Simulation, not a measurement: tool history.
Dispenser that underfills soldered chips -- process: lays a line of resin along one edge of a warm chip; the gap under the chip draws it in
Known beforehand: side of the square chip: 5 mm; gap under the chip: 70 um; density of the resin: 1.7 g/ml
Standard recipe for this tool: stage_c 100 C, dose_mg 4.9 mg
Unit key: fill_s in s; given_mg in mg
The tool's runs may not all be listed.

| run | hour | stage_c | dose_mg | fill_s | given_mg |
|---|---|---|---|---|---|
| 1 | 0 | 100 | 4.9 | 21.7 | 4.86 |
| 2 | 2.5 | 99 | 4.9 | 24.2 | 4.78 |
| 3 | 5.4 | 99 | 4.9 | 25.8 | 4.86 |
|  | 8.8 | new syringe of resin |
| 4 | 9.3 | 99 | 4.9 | 20.9 | 4.8 |
| 5 | 13.6 | 100 | 4.9 | 21.9 | 4.84 |
| 6 | 16.1 | 100 | 4.9 | 23.2 | 4.79 |
| 7 | 19.5 | 100 | 4.9 | 24.9 | 4.85 |
|  | 23.2 | new syringe of resin |
| 8 | 23.6 | 100 | 4.9 | 19.9 | 4.83 |
| 9 | 26 | 100 | 4.9 | 20.6 | 4.83 |
| 10 | 30.2 | 100 | 4.9 | 23.3 | 4.77 |
| 11 | 32.5 | 100 | 4.9 | 24.3 | 4.77 |
|  | 37.4 | new syringe of resin |
| 12 | 37.6 | 100 | 4.9 | 20.2 | 4.79 |
| 13 | 41.1 | 100 | 5.92 | 21.3 | 5.76 |
| 14 | 43.2 | 93 | 5.92 | 30.5 | 5.72 |
| 15 | 46.3 | 93 | 5.92 | 33.7 | 5.76 |
| 16 | 48.7 | 93 | 5.44 | 34.6 | 5.31 |
|  | 51.6 | new syringe of resin |
| 17 | 52.2 | 87 | 5.44 | 36.4 | 5.31 |
| 18 | 56 | 100 | 5.86 | 20.7 | 5.67 |
| 19 | 58.3 | 100 | 5.86 | 22.5 | 5.65 |
| 20 | 61.8 | 100 | 5.86 | 23.6 | 5.64 |
|  | 65.9 | new syringe of resin |
| 21 | 66.9 | 100 | 4.54 | 19.5 | 4.34 |
| 22 | 70.3 | 100 | 4.54 | 22.1 | 4.4 |
| 23 | 74 | 100 | 4.54 | 24 | 4.34 |
| 24 | 76.2 | 100 | 4.54 | 24.6 | 4.41 |
|  | 80.2 | new syringe of resin |
| 25 | 80.7 | 100 | 4.35 | 21.1 | 4.15 |
| 26 | 84.6 | 100 | 4.35 | 22 | 4.2 |
| 27 | 89.5 | 89 | 4.31 | 42.1 | 4.08 |
| 28 | 93.4 | 110 | 5.94 | 17.8 | 5.72 |
|  | 94.3 | new syringe of resin |
| 29 | 96.8 | 96 | 4.26 | 24.6 | 4.05 |
| 30 | 100.1 | 96 | 4.26 | 26.8 | 4.07 |
| 31 | 102.8 | 96 | 4.26 | 28.6 | 4.07 |
| 32 | 107.2 | 96 | 4.26 | 31.6 | 3.98 |
|  | 108.5 | new syringe of resin |
| 33 | 110.5 | 107 | 5.5 | 14.3 | 5.15 |
| 34 | 114.3 | 89 | 5.02 | 35.4 | 4.76 |
| 35 | 118.1 | 89 | 5.02 | 38.6 | 4.77 |
| 36 | 121.4 | 103 | 4.65 | 22 | 4.41 |
|  | 122.8 | new syringe of resin |
| 37 | 126.4 | 114 | 5.54 | 11.4 | 5.25 |

Below are 4 alternative next runs, each starting from the tool's condition after run 37. Predict each:
| A | 130.1 | 114 | 4.7 | ? | ? |
| B | 130.1 | 103 | 4.87 | ? | ? |
| C | 130.1 | 114 | 5.23 | ? | ? |
| D | 130.1 | 111 | 5.54 | ? | ? |

| run | fill_s | given_mg |
|---|---|---|
| A | 12.8 | 4.47 |
| B | 20.2 | 4.59 |
| C | 12.7 | 4.95 |
| D | 14.6 | 5.13 |
The same runs, with their run-to-run variation unchanged, on a tool lacking any hidden condition would have given:
| run | fill_s | given_mg |
|---|---|---|
| A | 10.9 | 4.75 |
| B | 17.3 | 4.88 |
| C | 10.9 | 5.26 |
| D | 12.6 | 5.46 |

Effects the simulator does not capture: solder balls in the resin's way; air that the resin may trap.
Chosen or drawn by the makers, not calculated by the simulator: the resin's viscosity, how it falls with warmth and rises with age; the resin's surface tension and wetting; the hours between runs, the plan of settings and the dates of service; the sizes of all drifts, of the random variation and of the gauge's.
